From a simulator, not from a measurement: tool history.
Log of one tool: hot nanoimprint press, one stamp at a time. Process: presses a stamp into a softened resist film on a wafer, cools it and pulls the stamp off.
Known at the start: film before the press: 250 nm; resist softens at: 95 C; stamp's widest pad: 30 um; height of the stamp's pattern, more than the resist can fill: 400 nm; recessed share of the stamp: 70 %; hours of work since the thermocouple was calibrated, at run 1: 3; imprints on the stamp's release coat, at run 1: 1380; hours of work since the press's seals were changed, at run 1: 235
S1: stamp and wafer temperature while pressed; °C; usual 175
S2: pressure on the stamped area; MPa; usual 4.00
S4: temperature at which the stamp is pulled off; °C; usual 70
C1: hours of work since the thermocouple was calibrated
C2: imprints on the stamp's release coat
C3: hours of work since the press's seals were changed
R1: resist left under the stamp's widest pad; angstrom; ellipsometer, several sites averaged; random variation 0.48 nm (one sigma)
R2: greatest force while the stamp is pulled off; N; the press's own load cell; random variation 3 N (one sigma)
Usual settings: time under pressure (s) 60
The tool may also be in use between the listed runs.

{"run": 1, "hour": 0.0, "S1": 175, "S2": 4.0, "time under pressure (s)": 60, "S4": 70, "C1": 3, "C2": 1380, "C3": 235, "R1": 1356, "R2": 206}
{"run": 2, "hour": 5.1, "S1": 175, "S2": 4.0, "time under pressure (s)": 60, "S4": 71, "C1": 7, "C2": 1405, "C3": 239, "R1": 1355, "R2": 206}
{"run": 3, "hour": 15.9, "S1": 174, "S2": 4.0, "time under pressure (s)": 60, "S4": 70, "C1": 14, "C2": 1457, "C3": 246, "R1": 1393, "R2": 215}
{"run": 4, "hour": 23.4, "S1": 174, "S2": 4.0, "time under pressure (s)": 60, "S4": 70, "C1": 20, "C2": 1493, "C3": 252, "R1": 1396, "R2": 209}
{"run": 5, "hour": 33.5, "S1": 174, "S2": 4.0, "time under pressure (s)": 60, "S4": 70, "C1": 27, "C2": 1542, "C3": 259, "R1": 1398, "R2": 208}
{"run": 6, "hour": 38.6, "S1": 174, "S2": 4.0, "time under pressure (s)": 60, "S4": 70, "C1": 30, "C2": 1566, "C3": 262, "R1": 1394, "R2": 209}
{"run": 7, "hour": 45.9, "S1": 175, "S2": 4.17, "time under pressure (s)": 60, "S4": 70, "C1": 35, "C2": 1602, "C3": 268, "R1": 1332, "R2": 209}
{"run": 8, "hour": 56.3, "S1": 179, "S2": 4.0, "time under pressure (s)": 60, "S4": 70, "C1": 43, "C2": 1652, "C3": 275, "R1": 1247, "R2": 211}
{"run": 9, "hour": 67.0, "S1": 179, "S2": 4.0, "time under pressure (s)": 60, "S4": 58, "C1": 50, "C2": 1704, "C3": 282, "R1": 1238, "R2": 290}
{"run": 10, "hour": 74.6, "S1": 179, "S2": 4.0, "time under pressure (s)": 60, "S4": 58, "C1": 56, "C2": 1740, "C3": 288, "R1": 1238, "R2": 282}
{"run": 11, "hour": 83.9, "S1": 175, "S2": 4.0, "time under pressure (s)": 60, "S4": 70, "C1": 62, "C2": 1785, "C3": 294, "R1": 1359, "R2": 218}
{"run": 12, "hour": 91.1, "S1": 184, "S2": 4.0, "time under pressure (s)": 60, "S4": 70, "C1": 67, "C2": 1820, "C3": 299, "R1": 1103, "R2": 212}
{"run": 13, "hour": 98.0, "S1": 184, "S2": 4.0, "time under pressure (s)": 60, "S4": 56, "C1": 72, "C2": 1853, "C3": 304, "R1": 1107, "R2": 308}
{"run": 14, "hour": 106.3, "S1": 184, "S2": 4.0, "time under pressure (s)": 60, "S4": 56, "C1": 78, "C2": 1894, "C3": 310, "R1": 1106, "R2": 302}
{"run": 15, "hour": 110.7, "S1": 185, "S2": 4.0, "time under pressure (s)": 60, "S4": 56, "C1": 81, "C2": 1915, "C3": 313, "R1": 1085, "R2": 306}
{"run": 16, "hour": 116.1, "S1": 185, "S2": 4.0, "time under pressure (s)": 60, "S4": 56, "C1": 85, "C2": 1941, "C3": 317, "R1": 1076, "R2": 311}
{"run": 17, "hour": 122.4, "S1": 185, "S2": 4.0, "time under pressure (s)": 60, "S4": 56, "C1": 89, "C2": 1971, "C3": 322, "R1": 1083, "R2": 309}
{"run": 18, "hour": 127.4, "S1": 173, "S2": 2.98, "time under pressure (s)": 116, "S4": 67, "C1": 93, "C2": 1995, "C3": 325, "R1": 1334, "R2": 244}
{"run": 19, "hour": 135.1, "S1": 173, "S2": 2.98, "time under pressure (s)": 116, "S4": 67, "C1": 98, "C2": 2033, "C3": 331, "R1": 1330, "R2": 228}
{"hour": 141.8, "done": "stamp cleaned and given a new release coat"}
{"run": 20, "hour": 146.7, "S1": 173, "S2": 2.98, "time under pressure (s)": 116, "S4": 67, "C1": 102, "C2": 23, "C3": 334, "R1": 1334, "R2": 205}
{"run": 21, "hour": 154.6, "S1": 173, "S2": 2.98, "time under pressure (s)": 116, "S4": 67, "C1": 108, "C2": 62, "C3": 340, "R1": 1333, "R2": 200}
{"run": 22, "hour": 159.7, "S1": 174, "S2": 3.42, "time under pressure (s)": 36, "S4": 66, "C1": 112, "C2": 86, "C3": 344, "R1": 1709, "R2": 206}

Forecast run 23:
{"run": 23, "hour": 166.8, "S1": 163, "S2": 2.87, "time under pressure (s)": 34, "S4": 68, "C1": 117, "C2": 121, "C3": 349, "R1": "?", "R2": "?"}

Run 23 gave R1 2145 angstrom, R2 194 N.
Without the tool's hidden state the same run would have given R1 2154 angstrom, R2 194 N.
